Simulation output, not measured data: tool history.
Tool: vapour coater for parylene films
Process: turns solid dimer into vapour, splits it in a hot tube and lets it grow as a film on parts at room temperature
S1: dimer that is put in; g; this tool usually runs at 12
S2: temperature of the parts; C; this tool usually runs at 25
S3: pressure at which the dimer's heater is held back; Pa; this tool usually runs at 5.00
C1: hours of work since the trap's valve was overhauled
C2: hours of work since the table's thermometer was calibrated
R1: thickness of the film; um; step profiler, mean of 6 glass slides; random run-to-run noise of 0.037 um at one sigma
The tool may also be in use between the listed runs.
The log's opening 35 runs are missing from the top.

run    hour  S1  S2     S3   C1   C2    R1
 36   834.9  12  30   5.26  167  793  3.01
 37   866.5  12  30   3.23  186  812  3.08
 38   880.5  12  30   3.23  195  821  3.04
 39   914.4  12  30   3.23  215  841  3.04
 40   929.5  12  25   4.37  224  850  3.72
 41   954.2  11  27   5.00  239  865  3.08
 42   969.7  12  30   5.00  248  874  2.97
 43   988.8  12  19   8.53  260  886  4.51
 44  1018.4  22  25   5.00  278  904  6.67
 45  1041.8  22  29  11.63  292  918  5.32

Estimate the outcome of run 46 from the log above:
 46  1067.0   9  22  11.63  307  933   ?

R1: 2.97 um
Were there no unlogged condition in the tool, this run, its random variation unchanged, would have produced R1 3.13 um.

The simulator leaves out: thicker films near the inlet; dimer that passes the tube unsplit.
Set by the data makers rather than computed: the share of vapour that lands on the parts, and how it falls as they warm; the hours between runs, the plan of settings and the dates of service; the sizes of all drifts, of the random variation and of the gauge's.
